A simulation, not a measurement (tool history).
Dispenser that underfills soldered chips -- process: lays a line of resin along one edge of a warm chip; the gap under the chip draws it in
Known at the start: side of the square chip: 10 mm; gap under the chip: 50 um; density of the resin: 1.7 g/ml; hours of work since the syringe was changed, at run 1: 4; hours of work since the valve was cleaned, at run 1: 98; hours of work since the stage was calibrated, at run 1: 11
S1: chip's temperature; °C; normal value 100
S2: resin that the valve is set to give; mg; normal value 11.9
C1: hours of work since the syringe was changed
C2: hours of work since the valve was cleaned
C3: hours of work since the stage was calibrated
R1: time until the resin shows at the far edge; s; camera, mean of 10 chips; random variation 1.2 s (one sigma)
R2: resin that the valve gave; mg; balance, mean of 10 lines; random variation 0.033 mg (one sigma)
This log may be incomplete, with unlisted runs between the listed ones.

run	hour	S1	S2	C1	C2	C3	R1	R2
1	0.0	100	11.9	4	98	11	145.5	11.41
# hour 1.8: new syringe of resin
2	2.8	100	11.9	1	100	12	117.1	11.40
3	6.6	100	11.9	3	102	15	138.8	11.40
4	9.1	100	11.9	5	104	16	146.8	11.37
# hour 10.5: new syringe of resin
5	12.9	100	11.9	2	106	19	127.7	11.39
6	17.2	100	10.5	4	109	22	154.6	9.97
# hour 19.0: new syringe of resin
7	21.7	100	10.5	2	112	24	133.0	10.03
8	26.1	100	13.5	5	115	27	142.5	12.87
# hour 27.9: new syringe of resin
9	30.6	100	13.5	2	118	30	119.8	12.83
10	35.3	100	13.5	5	121	33	142.2	12.86
# hour 36.7: new syringe of resin
11	40.9	100	13.5	3	125	37	130.5	12.88
# hour 45.4: new syringe of resin
12	46.3	100	13.5	1	128	40	113.7	12.75
13	50.3	100	13.5	3	131	43	130.9	12.81
# hour 54.1: new syringe of resin
14	55.0	100	13.9	1	134	46	117.0	13.21
15	58.7	100	13.9	3	136	48	131.9	13.05
# hour 62.7: new syringe of resin
16	62.9	100	13.9	0	139	51	113.8	13.11
17	67.8	100	13.9	3	142	54	134.9	13.13
# hour 71.5: dispensing valve cleaned and set on the balance
# hour 72.3: new syringe of resin
18	74.3	100	13.9	1	2	58	116.7	13.92
19	76.8	98	11.4	3	3	59	142.3	11.38
20	79.9	98	11.4	5	5	61	160.4	11.34
# hour 81.0: new syringe of resin
21	85.2	87	13.0	3	9	65	191.0	12.93
22	88.0	100	11.3	5	11	67	148.3	11.27
# hour 89.6: new syringe of resin
23	92.0	100	11.3	2	13	69	121.7	11.25
24	95.8	90	13.5	4	16	72	183.3	13.44
# hour 98.1: new syringe of resin
25	99.7	95	11.1	1	18	74	141.1	11.04
26	103.9	102	12.2	4	21	77	132.7	12.01
# hour 106.9: new syringe of resin
27	109.4	88	11.9	2	24	80	176.5	11.78
28	114.3	88	11.9	5	28	84	212.6	11.84
# hour 115.5: new syringe of resin
29	119.2	88	11.9	2	31	87	182.4	11.74
30	123.1	108	12.2	5	33	89	119.8	12.03
# hour 124.0: new syringe of resin
31	126.6	90	12.1	2	35	91	167.8	11.92
32	131.1	90	12.1	5	38	94	200.1	11.93
# hour 132.6: new syringe of resin
33	134.4	111	11.0	1	40	96	90.1	10.86
34	138.7	94	13.8	4	43	99	164.2	13.45
# hour 141.2: new syringe of resin
35	142.1	94	13.8	1	45	101	132.1	13.60
36	144.9	94	13.8	2	47	103	149.1	13.49

Some steps in R1, run to run, broken into two amounts with sign: the step expected even without the hidden condition (settings, incoming material, random variation), and the rest, left for the hidden condition together with whatever gauge scatter is not in both the measured and the hidden-condition-free result:
Hidden state at play: resin's viscosity, % of fresh resin's; dose that the valve gives, % of what is set; true chip temperature over the reading, C; drift of the gauge itself on fill_s, %; drift of the gauge itself on given_mg, %.
Run 27 -> 28: no setting touched and nothing written in the log between the runs. R1 +36.1 s: hidden state +36.0, all else +0.1.
Run 29 -> 30: S1 88 -> 108, S2 11.9 -> 12.2. R1 -62.6 s: hidden state +5.4, all else -68.0.
Run 31 -> 32: no setting touched and nothing written in the log between the runs. R1 +32.3 s: hidden state +31.3, all else +1.0.
Run 32 -> 33: S1 90 -> 111, S2 12.1 -> 11.0, new syringe of resin. R1 -110.0 s: hidden state -42.1, all else -67.9.
Run 33 -> 34: S1 111 -> 94, S2 11.0 -> 13.8. R1 +74.1 s: hidden state +27.3, all else +46.8.
